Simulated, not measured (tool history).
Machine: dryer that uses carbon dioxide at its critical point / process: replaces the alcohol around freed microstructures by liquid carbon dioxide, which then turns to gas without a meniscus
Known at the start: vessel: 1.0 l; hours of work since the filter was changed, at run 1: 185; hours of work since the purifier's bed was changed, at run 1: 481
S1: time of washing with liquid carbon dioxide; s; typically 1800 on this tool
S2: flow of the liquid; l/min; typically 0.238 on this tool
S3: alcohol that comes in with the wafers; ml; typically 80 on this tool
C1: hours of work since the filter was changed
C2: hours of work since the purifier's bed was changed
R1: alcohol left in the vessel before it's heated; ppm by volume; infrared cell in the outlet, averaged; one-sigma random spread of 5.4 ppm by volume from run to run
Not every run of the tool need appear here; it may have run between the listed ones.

{"run": 1, "hour": 0.0, "S1": 1800, "S2": 0.238, "S3": 80, "C1": 185, "C2": 481, "R1": 350}
{"run": 2, "hour": 12.1, "S1": 1800, "S2": 0.238, "S3": 80, "C1": 193, "C2": 488, "R1": 360}
{"run": 3, "hour": 27.5, "S1": 1800, "S2": 0.238, "S3": 80, "C1": 203, "C2": 498, "R1": 394}
{"hour": 36.5, "done": "inlet filter changed"}
{"run": 4, "hour": 48.9, "S1": 1800, "S2": 0.238, "S3": 80, "C1": 8, "C2": 511, "R1": 157}
{"run": 5, "hour": 64.5, "S1": 1800, "S2": 0.238, "S3": 80, "C1": 18, "C2": 521, "R1": 168}
{"run": 6, "hour": 85.5, "S1": 1800, "S2": 0.238, "S3": 80, "C1": 32, "C2": 535, "R1": 174}
{"run": 7, "hour": 110.3, "S1": 1800, "S2": 0.238, "S3": 80, "C1": 47, "C2": 551, "R1": 192}
{"run": 8, "hour": 123.7, "S1": 1800, "S2": 0.238, "S3": 80, "C1": 56, "C2": 559, "R1": 191}
{"run": 9, "hour": 145.6, "S1": 1800, "S2": 0.238, "S3": 80, "C1": 70, "C2": 573, "R1": 218}
{"run": 10, "hour": 170.5, "S1": 1800, "S2": 0.238, "S3": 80, "C1": 86, "C2": 590, "R1": 240}
{"run": 11, "hour": 184.8, "S1": 1920, "S2": 0.238, "S3": 80, "C1": 95, "C2": 599, "R1": 167}
{"run": 12, "hour": 201.8, "S1": 1800, "S2": 0.238, "S3": 80, "C1": 106, "C2": 610, "R1": 257}
{"run": 13, "hour": 222.2, "S1": 1800, "S2": 0.238, "S3": 80, "C1": 119, "C2": 623, "R1": 264}
{"run": 14, "hour": 234.6, "S1": 1800, "S2": 0.238, "S3": 97, "C1": 127, "C2": 631, "R1": 345}
{"run": 15, "hour": 253.6, "S1": 2460, "S2": 0.238, "S3": 80, "C1": 140, "C2": 643, "R1": 53}
{"run": 16, "hour": 264.8, "S1": 1800, "S2": 0.238, "S3": 80, "C1": 147, "C2": 650, "R1": 315}
{"run": 17, "hour": 279.8, "S1": 1200, "S2": 0.238, "S3": 80, "C1": 157, "C2": 660, "R1": 1950}
{"run": 18, "hour": 303.8, "S1": 1800, "S2": 0.238, "S3": 80, "C1": 172, "C2": 675, "R1": 340}
{"run": 19, "hour": 315.4, "S1": 1800, "S2": 0.238, "S3": 80, "C1": 179, "C2": 683, "R1": 368}
{"run": 20, "hour": 329.7, "S1": 1800, "S2": 0.238, "S3": 58, "C1": 189, "C2": 692, "R1": 281}
{"run": 21, "hour": 348.5, "S1": 1800, "S2": 0.238, "S3": 58, "C1": 201, "C2": 704, "R1": 289}
{"hour": 361.5, "done": "inlet filter changed"}
{"run": 22, "hour": 374.0, "S1": 1920, "S2": 0.238, "S3": 58, "C1": 8, "C2": 720, "R1": 92}
{"run": 23, "hour": 394.3, "S1": 1920, "S2": 0.238, "S3": 58, "C1": 21, "C2": 733, "R1": 94}
{"run": 24, "hour": 405.0, "S1": 1260, "S2": 0.204, "S3": 27, "C1": 28, "C2": 740, "R1": 674}
{"run": 25, "hour": 417.9, "S1": 2160, "S2": 0.232, "S3": 80, "C1": 36, "C2": 748, "R1": 84}
{"run": 26, "hour": 433.6, "S1": 1800, "S2": 0.238, "S3": 90, "C1": 46, "C2": 758, "R1": 228}
{"run": 27, "hour": 444.9, "S1": 1800, "S2": 0.265, "S3": 80, "C1": 54, "C2": 765, "R1": 114}
{"run": 28, "hour": 461.5, "S1": 1800, "S2": 0.265, "S3": 80, "C1": 64, "C2": 776, "R1": 118}
{"run": 29, "hour": 485.3, "S1": 1140, "S2": 0.265, "S3": 34, "C1": 80, "C2": 791, "R1": 535}
{"run": 30, "hour": 506.3, "S1": 1440, "S2": 0.265, "S3": 88, "C1": 93, "C2": 805, "R1": 483}
{"run": 31, "hour": 527.8, "S1": 1920, "S2": 0.238, "S3": 99, "C1": 107, "C2": 819, "R1": 220}
{"run": 32, "hour": 542.7, "S1": 2100, "S2": 0.366, "S3": 89, "C1": 117, "C2": 828, "R1": 18}
{"run": 33, "hour": 561.5, "S1": 1800, "S2": 0.317, "S3": 80, "C1": 129, "C2": 840, "R1": 61}
{"run": 34, "hour": 587.6, "S1": 1860, "S2": 0.258, "S3": 42, "C1": 145, "C2": 857, "R1": 108}
{"run": 35, "hour": 599.3, "S1": 1200, "S2": 0.154, "S3": 42, "C1": 153, "C2": 865, "R1": 3885}
{"run": 36, "hour": 610.8, "S1": 1800, "S2": 0.169, "S3": 31, "C1": 160, "C2": 872, "R1": 657}
{"run": 37, "hour": 628.8, "S1": 2040, "S2": 0.31, "S3": 33, "C1": 172, "C2": 884, "R1": 39}
{"run": 38, "hour": 652.7, "S1": 2460, "S2": 0.31, "S3": 33, "C1": 187, "C2": 899, "R1": 31}
{"run": 39, "hour": 679.4, "S1": 1620, "S2": 0.156, "S3": 32, "C1": 205, "C2": 916, "R1": 1502}
{"hour": 686.8, "done": "inlet filter changed"}
{"run": 40, "hour": 706.7, "S1": 2340, "S2": 0.394, "S3": 80, "C1": 13, "C2": 933, "R1": 34}
{"run": 41, "hour": 730.5, "S1": 1320, "S2": 0.188, "S3": 22, "C1": 28, "C2": 949, "R1": 650}

Hidden condition of the tool, last listed run before each entry between runs versus first listed run after:
Between runs 3 and 4: inlet filter changed (hour 36.5)
  flow that reaches the vessel past the clogged filter, %: 84.6 -> 99.1; alcohol in the recycled carbon dioxide, ppm: 18.4 -> 18.7
  the result without the hidden state subtracted from the measured one, R1: +248 -> +22 ppm by volume
Between runs 21 and 22: inlet filter changed (hour 361.5)
  flow that reaches the vessel past the clogged filter, %: 84.6 -> 98.9; alcohol in the recycled carbon dioxide, ppm: 23.1 -> 23.4
  the result without the hidden state subtracted from the measured one, R1: +184 -> +24 ppm by volume
Between runs 39 and 40: inlet filter changed (hour 686.8)
  flow that reaches the vessel past the clogged filter, %: 84 -> 98.7; alcohol in the recycled carbon dioxide, ppm: 27.8 -> 28.1
  the result without the hidden state subtracted from the measured one, R1: +678 -> +23 ppm by volume

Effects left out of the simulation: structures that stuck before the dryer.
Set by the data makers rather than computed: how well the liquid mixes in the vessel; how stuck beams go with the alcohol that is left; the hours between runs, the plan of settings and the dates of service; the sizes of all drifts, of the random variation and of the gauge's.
